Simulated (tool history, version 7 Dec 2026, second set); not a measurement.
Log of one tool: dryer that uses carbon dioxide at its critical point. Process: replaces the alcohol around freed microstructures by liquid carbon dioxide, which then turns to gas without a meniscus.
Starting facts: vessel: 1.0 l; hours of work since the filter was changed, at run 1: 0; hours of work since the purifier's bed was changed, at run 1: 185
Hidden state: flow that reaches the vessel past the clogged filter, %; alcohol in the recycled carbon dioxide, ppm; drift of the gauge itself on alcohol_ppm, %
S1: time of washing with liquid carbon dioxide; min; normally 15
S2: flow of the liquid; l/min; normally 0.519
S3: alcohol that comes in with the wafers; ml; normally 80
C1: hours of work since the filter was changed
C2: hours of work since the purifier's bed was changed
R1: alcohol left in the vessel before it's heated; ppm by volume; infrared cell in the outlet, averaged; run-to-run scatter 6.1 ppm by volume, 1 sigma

| run | hour | S1 | S2 | S3 | C1 | C2 | R1 |
|---|---|---|---|---|---|---|---|
| 1 | 0 | 15 | 0.519 | 80 | 0 | 185 | 253 |
| 2 | 15.4 | 15 | 0.519 | 80 | 6 | 190 | 251 |
| 3 | 33.6 | 14 | 0.519 | 80 | 12 | 197 | 382 |
| 4 | 46.1 | 14 | 0.519 | 80 | 17 | 201 | 377 |
| 5 | 64.4 | 14 | 0.519 | 80 | 23 | 208 | 386 |
| 6 | 81.7 | 14 | 0.519 | 80 | 30 | 214 | 401 |
| 7 | 104.6 | 14 | 0.519 | 80 | 38 | 222 | 407 |
| 8 | 115.9 | 14 | 0.519 | 80 | 42 | 227 | 421 |
| 9 | 131.4 | 15 | 0.519 | 80 | 48 | 232 | 291 |
| 10 | 150.3 | 15 | 0.519 | 80 | 54 | 239 | 318 |
| 11 | 168.4 | 15 | 0.519 | 80 | 61 | 246 | 323 |
| 12 | 188.4 | 15 | 0.519 | 80 | 68 | 253 | 326 |
| 13 | 199.6 | 15 | 0.328 | 80 | 72 | 257 | 2253 |
| 14 | 220.2 | 11 | 0.423 | 80 | 80 | 264 | 2863 |
| 15 | 235.6 | 16 | 0.84 | 61 | 85 | 270 | 36 |
| 16 | 257.8 | 14 | 0.519 | 80 | 93 | 278 | 499 |
| 17 | 274.3 | 15 | 0.519 | 93 | 99 | 284 | 411 |
| 18 | 289.2 | 12 | 0.519 | 32 | 105 | 289 | 429 |

Run 19 has not been measured yet. What should we expect?
| 19 | 311.7 | 15 | 0.816 | 49 | 113 | 298 | ? |

R1: 43 ppm by volume
On a tool with no hidden condition, and with the same random variation, this run would have come out at R1 9 ppm by volume.
